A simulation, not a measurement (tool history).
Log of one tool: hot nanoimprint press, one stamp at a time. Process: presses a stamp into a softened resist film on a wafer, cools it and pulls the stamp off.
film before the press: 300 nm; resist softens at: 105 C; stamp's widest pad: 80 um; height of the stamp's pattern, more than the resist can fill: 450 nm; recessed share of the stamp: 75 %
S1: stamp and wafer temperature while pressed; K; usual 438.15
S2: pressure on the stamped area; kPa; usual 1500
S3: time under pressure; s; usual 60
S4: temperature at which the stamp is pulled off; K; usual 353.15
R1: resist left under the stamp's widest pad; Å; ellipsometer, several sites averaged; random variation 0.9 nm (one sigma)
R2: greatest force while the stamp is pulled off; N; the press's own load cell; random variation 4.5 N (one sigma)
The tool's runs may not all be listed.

| run | hour | S1 | S2 | S3 | S4 | R1 | R2 |
|---|---|---|---|---|---|---|---|
| 1 | 0 | 438.15 | 1500 | 60 | 353.15 | 1134 | 265 |
| 2 | 10.3 | 438.15 | 1500 | 60 | 353.15 | 1132 | 264 |
| 3 | 18.5 | 438.15 | 1500 | 60 | 341.15 | 1112 | 291 |
| 4 | 28.6 | 438.15 | 1500 | 60 | 341.15 | 1135 | 299 |
| 5 | 44.4 | 434.15 | 1500 | 60 | 341.15 | 1476 | 286 |
| 6 | 59 | 438.15 | 1500 | 60 | 353.15 | 1123 | 277 |
| 7 | 66.5 | 438.15 | 1500 | 60 | 353.15 | 1134 | 266 |
| 8 | 79 | 438.15 | 1500 | 60 | 353.15 | 1136 | 262 |
| 9 | 95.2 | 438.15 | 1500 | 99 | 353.15 | 908 | 274 |
| 10 | 105.3 | 438.15 | 1500 | 99 | 353.15 | 912 | 270 |
| 11 | 120 | 445.15 | 1520 | 32 | 353.15 | 922 | 274 |
| 12 | 130.6 | 434.15 | 1600 | 60 | 353.15 | 1423 | 275 |
| 13 | 143.1 | 434.15 | 1600 | 60 | 353.15 | 1436 | 263 |
| 14 | 154.4 | 434.15 | 1600 | 60 | 353.15 | 1427 | 280 |
| 15 | 172.2 | 434.15 | 1600 | 35 | 343.15 | 1699 | 300 |
| 16 | 182.2 | 434.15 | 2120 | 60 | 360.15 | 1248 | 260 |
| 17 | 201.5 | 434.15 | 2120 | 60 | 360.15 | 1422 | 273 |
| 18 | 212.3 | 434.15 | 2120 | 60 | 360.15 | 1426 | 267 |
| 19 | 225.1 | 438.15 | 1500 | 73 | 356.15 | 1155 | 282 |

Taken out of this log: 2 entries between the listed runs. Where each belongs, and how the hidden state differs across it:
Between runs 14 and 15: plate thermocouple calibrated (hour 158.9)
  true temperature over the reading, C: 1.69 -> 1.93; pressure that arrives at the usual setting, %: 97.72 -> 97.69; grip of the stamp's worn release coat, % over a new coat's: 26.8 -> 27.3
  measured less the result without the state, R1: -152 -> -180 Å; R2: +56 -> +61 N
Between runs 16 and 17: plate thermocouple calibrated, once more (hour 194.1)
  true temperature over the reading, C: 1.94 -> -0.05; pressure that arrives at the usual setting, %: 97.67 -> 97.64; grip of the stamp's worn release coat, % over a new coat's: 27.7 -> 28.3
  measured less the result without the state, R1: -163 -> +24 Å; R2: +53 -> +60 N
